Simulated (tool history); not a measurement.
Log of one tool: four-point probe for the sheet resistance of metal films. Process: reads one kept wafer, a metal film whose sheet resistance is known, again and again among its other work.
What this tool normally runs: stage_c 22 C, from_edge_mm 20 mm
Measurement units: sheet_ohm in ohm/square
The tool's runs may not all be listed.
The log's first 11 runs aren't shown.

run   hour  stage_c  from_edge_mm  touches since the probe head was changed  hours of work since the stage's thermometer was calibrated  sheet_ohm
 12  288.6       21            20                                      4579                                                         323   0.600959
 13  305.6       21            20                                      4919                                                         330   0.600999
 14  336.5       22            20                                      5538                                                         344   0.600983
 15  364.2       22            20                                      6092                                                         356   0.600913
 16  381.2       22            20                                      6433                                                         363   0.600924
 17    415       22            20                                      7108                                                         378   0.600585
 18  441.5       22            20                                      7639                                                         390   0.600569
 19  457.5       26            50                                      7959                                                         396   0.599607
 20  480.2       26            50                                      8414                                                         406   0.599369

Estimate the outcome of run 21 from the log above:
 21  517.3       19             5                                      9156                                                         423          ?

For run 21 the tool returned sheet_ohm 0.61254 ohm/square.
With no hidden state in the tool, this same run would have given sheet_ohm 0.611528 ohm/square.
